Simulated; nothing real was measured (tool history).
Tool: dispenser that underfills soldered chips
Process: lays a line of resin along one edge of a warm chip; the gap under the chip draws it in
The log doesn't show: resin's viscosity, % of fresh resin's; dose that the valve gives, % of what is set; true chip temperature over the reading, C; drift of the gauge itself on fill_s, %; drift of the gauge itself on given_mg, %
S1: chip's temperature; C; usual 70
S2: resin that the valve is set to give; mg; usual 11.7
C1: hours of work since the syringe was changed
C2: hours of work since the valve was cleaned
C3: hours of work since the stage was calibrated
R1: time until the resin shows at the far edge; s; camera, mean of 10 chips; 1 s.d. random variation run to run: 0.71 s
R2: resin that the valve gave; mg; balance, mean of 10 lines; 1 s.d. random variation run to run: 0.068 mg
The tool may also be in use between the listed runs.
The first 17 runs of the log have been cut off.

run,hour,S1,S2,C1,C2,C3,R1,R2
# hour 90.2: new syringe of resin
18,92.5,70,11.9,2,6,256,67.7,11.73
19,96.5,70,11.9,5,9,259,78.6,11.73
20,99.9,69,13.6,7,12,261,88.8,13.52
# hour 105.3: new syringe of resin
21,106.8,69,13.6,1,16,266,66.3,13.28
22,111.3,85,15.1,4,20,269,48.7,14.84
23,116.9,84,11.8,8,24,274,63,11.58
24,119.8,70,11.3,11,26,276,106.7,10.92
# hour 120.5: new syringe of resin
25,125.5,70,11.3,4,30,280,76.5,11.11
26,129,66,11.3,6,32,282,98.4,10.99
# hour 135.6: new syringe of resin
27,136,66,11.3,0,37,287,69.4,11.04
28,138.8,70,12.3,2,39,289,68.3,11.97
29,143.1,80,11.7,5,42,292,60.4,11.39
30,147.8,83,12.7,9,46,296,62.5,12.25
# hour 150.7: new syringe of resin
31,153.4,83,12.7,2,50,299,45.1,12.28
32,156.4,67,12.7,4,52,302,80.4,12.23
33,163,57,14.7,9,57,307,139.8,14.2
# hour 166: new syringe of resin
34,168.2,57,14.7,2,60,310,97,13.9
35,174.1,56,14.4,6,65,314,126.1,13.74
36,178.8,58,15,9,68,318,138.9,14.27

Below are 3 alternative next runs, each starting from the tool's condition after run 36. Predict each:
# hour 181.1: new syringe of resin
A,182.1,83,11.7,1,70,320,?,?
# hour 181.1: new syringe of resin
B,182.1,84,11.7,1,70,320,?,?
# hour 181.1: new syringe of resin
C,182.1,70,11.8,1,70,320,?,?

run,R1,R2
A,44.5,11.18
B,42.4,11.23
C,63.6,11.18
Without the tool's hidden state the same runs would have given:
run,R1,R2
A,44.6,11.77
B,42.6,11.82
C,64.1,11.78
